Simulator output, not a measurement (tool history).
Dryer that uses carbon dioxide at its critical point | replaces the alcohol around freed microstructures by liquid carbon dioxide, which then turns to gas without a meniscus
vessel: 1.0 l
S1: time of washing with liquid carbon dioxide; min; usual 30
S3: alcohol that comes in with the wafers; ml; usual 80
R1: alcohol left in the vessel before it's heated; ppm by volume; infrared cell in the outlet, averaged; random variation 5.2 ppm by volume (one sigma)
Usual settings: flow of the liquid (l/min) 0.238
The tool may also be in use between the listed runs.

run 1 hour=0.0 | S1=30 flow_of_the_liquid_(l/min)=0.238 S3=80 | R1=156
run 2 hour=29.8 | S1=22 flow_of_the_liquid_(l/min)=0.238 S3=80 | R1=747
run 3 hour=68.8 | S1=32 flow_of_the_liquid_(l/min)=0.238 S3=80 | R1=114
run 4 hour=106.7 | S1=32 flow_of_the_liquid_(l/min)=0.238 S3=80 | R1=113
run 5 hour=148.6 | S1=32 flow_of_the_liquid_(l/min)=0.238 S3=80 | R1=116
run 6 hour=186.6 | S1=30 flow_of_the_liquid_(l/min)=0.187 S3=80 | R1=539
run 7 hour=228.2 | S1=30 flow_of_the_liquid_(l/min)=0.187 S3=80 | R1=547
run 8 hour=264.0 | S1=30 flow_of_the_liquid_(l/min)=0.187 S3=28 | R1=220
run 9 hour=296.4 | S1=30 flow_of_the_liquid_(l/min)=0.187 S3=84 | R1=632
run 10 hour=316.8 | S1=30 flow_of_the_liquid_(l/min)=0.187 S3=84 | R1=615
run 11 hour=336.9 | S1=30 flow_of_the_liquid_(l/min)=0.187 S3=84 | R1=633
run 12 hour=355.6 | S1=30 flow_of_the_liquid_(l/min)=0.164 S3=84 | R1=1114
run 13 hour=380.2 | S1=32 flow_of_the_liquid_(l/min)=0.238 S3=80 | R1=149
run 14 hour=411.8 | S1=32 flow_of_the_liquid_(l/min)=0.238 S3=80 | R1=147
-- hour=433.2 inlet filter changed
run 15 hour=441.3 | S1=32 flow_of_the_liquid_(l/min)=0.238 S3=80 | R1=110
run 16 hour=463.1 | S1=32 flow_of_the_liquid_(l/min)=0.238 S3=80 | R1=114
run 17 hour=500.1 | S1=32 flow_of_the_liquid_(l/min)=0.238 S3=80 | R1=110
run 18 hour=523.8 | S1=20 flow_of_the_liquid_(l/min)=0.229 S3=80 | R1=1239
run 19 hour=540.7 | S1=35 flow_of_the_liquid_(l/min)=0.176 S3=80 | R1=300
run 20 hour=576.0 | S1=35 flow_of_the_liquid_(l/min)=0.176 S3=80 | R1=306
run 21 hour=602.2 | S1=35 flow_of_the_liquid_(l/min)=0.176 S3=33 | R1=158
run 22 hour=624.9 | S1=25 flow_of_the_liquid_(l/min)=0.238 S3=61 | R1=329
run 23 hour=650.9 | S1=46 flow_of_the_liquid_(l/min)=0.153 S3=45 | R1=117
run 24 hour=692.9 | S1=43 flow_of_the_liquid_(l/min)=0.352 S3=72 | R1=72
run 25 hour=714.9 | S1=29 flow_of_the_liquid_(l/min)=0.354 S3=35 | R1=72
run 26 hour=737.4 | S1=25 flow_of_the_liquid_(l/min)=0.394 S3=80 | R1=82
run 27 hour=773.3 | S1=27 flow_of_the_liquid_(l/min)=0.180 S3=42 | R1=540
run 28 hour=804.4 | S1=47 flow_of_the_liquid_(l/min)=0.323 S3=99 | R1=66
run 29 hour=841.1 | S1=47 flow_of_the_liquid_(l/min)=0.224 S3=99 | R1=64
run 30 hour=874.6 | S1=47 flow_of_the_liquid_(l/min)=0.224 S3=99 | R1=73

Forecast each of these 5 alternatives for the next run:
run A hour=905.2 | S1=21 flow_of_the_liquid_(l/min)=0.362 S3=85 | R1=?
run B hour=905.2 | S1=19 flow_of_the_liquid_(l/min)=0.243 S3=31 | R1=?
run C hour=905.2 | S1=24 flow_of_the_liquid_(l/min)=0.195 S3=99 | R1=?
run D hour=905.2 | S1=29 flow_of_the_liquid_(l/min)=0.149 S3=99 | R1=?
run E hour=905.2 | S1=47 flow_of_the_liquid_(l/min)=0.224 S3=42 | R1=?

run=A R1=194
run=B R1=576
run=C R1=1597
run=D R1=2060
run=E R1=73
Without the tool's hidden state the same runs would have given:
run=A R1=94
run=B R1=407
run=C R1=1207
run=D R1=1597
run=E R1=10
